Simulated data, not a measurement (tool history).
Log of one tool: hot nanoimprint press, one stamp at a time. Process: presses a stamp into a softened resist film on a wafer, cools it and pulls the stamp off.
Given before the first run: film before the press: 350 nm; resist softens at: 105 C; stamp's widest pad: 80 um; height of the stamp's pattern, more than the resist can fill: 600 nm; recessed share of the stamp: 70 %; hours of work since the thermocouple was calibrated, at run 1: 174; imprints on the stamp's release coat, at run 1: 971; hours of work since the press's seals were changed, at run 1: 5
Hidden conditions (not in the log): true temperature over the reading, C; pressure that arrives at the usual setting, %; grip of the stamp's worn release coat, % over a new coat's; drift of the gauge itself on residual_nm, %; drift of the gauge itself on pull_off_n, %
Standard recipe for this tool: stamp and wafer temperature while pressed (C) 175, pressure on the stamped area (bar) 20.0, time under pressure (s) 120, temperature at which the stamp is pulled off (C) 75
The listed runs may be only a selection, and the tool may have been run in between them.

run	hour	stamp and wafer temperature while pressed (C)	pressure on the stamped area (bar)	time under pressure (s)	temperature at which the stamp is pulled off (C)	hours of work since the thermocouple was calibrated	imprints on the stamp's release coat	hours of work since the press's seals were changed	resist left under the stamp's widest pad (Å)	greatest force while the stamp is pulled off (N)
1	0.0	175	20.0	120	75	174	971	5	1312	153
2	4.6	175	20.0	120	74	176	987	7	1306	158
3	8.7	175	20.0	120	67	178	1001	9	1312	178
4	18.3	175	20.0	120	67	183	1034	14	1307	187
5	25.0	175	20.0	120	67	186	1057	18	1307	178
6	29.8	175	20.0	120	67	189	1073	20	1305	184
7	34.9	175	20.0	120	67	191	1091	22	1303	182
8	39.1	175	20.0	120	75	193	1105	25	1307	159
# hour 42.6: plate thermocouple calibrated
9	50.9	175	20.0	120	75	4	1135	29	1292	160
10	57.2	175	20.0	120	75	7	1157	32	1299	155
11	62.4	175	20.0	120	75	10	1175	35	1299	159
12	67.4	175	20.0	120	75	12	1192	37	1294	158
13	72.4	175	20.0	120	75	15	1209	40	1299	163
14	78.0	175	20.0	120	75	18	1229	42	1296	166
15	85.4	175	20.0	120	75	21	1254	46	1298	163
16	92.2	170	20.0	120	78	25	1278	49	1685	155
# hour 101.9: plate thermocouple calibrated, once more
17	102.6	170	20.0	120	78	0	1303	53	1742	154
18	109.0	170	20.0	106	78	4	1325	56	1812	164
19	117.0	170	20.0	106	78	7	1352	60	1806	157
20	121.4	170	20.0	106	78	10	1368	62	1810	161
21	127.6	170	20.0	106	78	13	1389	65	1813	158
22	136.0	170	21.0	104	63	17	1418	70	1781	207
23	143.0	170	21.0	104	63	20	1442	73	1782	213
24	149.7	170	21.0	104	63	24	1465	76	1779	207
# hour 162.3: stamp cleaned and given a new release coat
25	165.5	175	16.5	120	75	29	11	81	1466	132
26	171.2	175	25.0	120	68	31	30	84	1181	144
27	175.9	175	25.0	156	74	34	46	86	1068	127
28	184.3	175	25.0	156	74	38	75	91	1065	131
29	191.6	178	16.0	156	66	41	100	94	1153	152
30	196.2	178	16.0	156	66	44	116	96	1152	155

Consider 3 possible next runs. They are alternatives, not a sequence: every one starts from the tool as it was left by run 30. What does each give?
A	206.1	175	18.7	236	73	49	150	101	?	?
B	206.1	178	29.0	70	66	49	150	101	?	?
C	206.1	180	20.0	120	75	49	150	101	?	?

run	resist left under the stamp's widest pad (Å)	greatest force while the stamp is pulled off (N)
A	1055	140
B	1147	153
C	1020	133
What these runs would have given with no unlogged condition in the tool:
run	resist left under the stamp's widest pad (Å)	greatest force while the stamp is pulled off (N)
A	1066	136
B	1158	149
C	1031	129
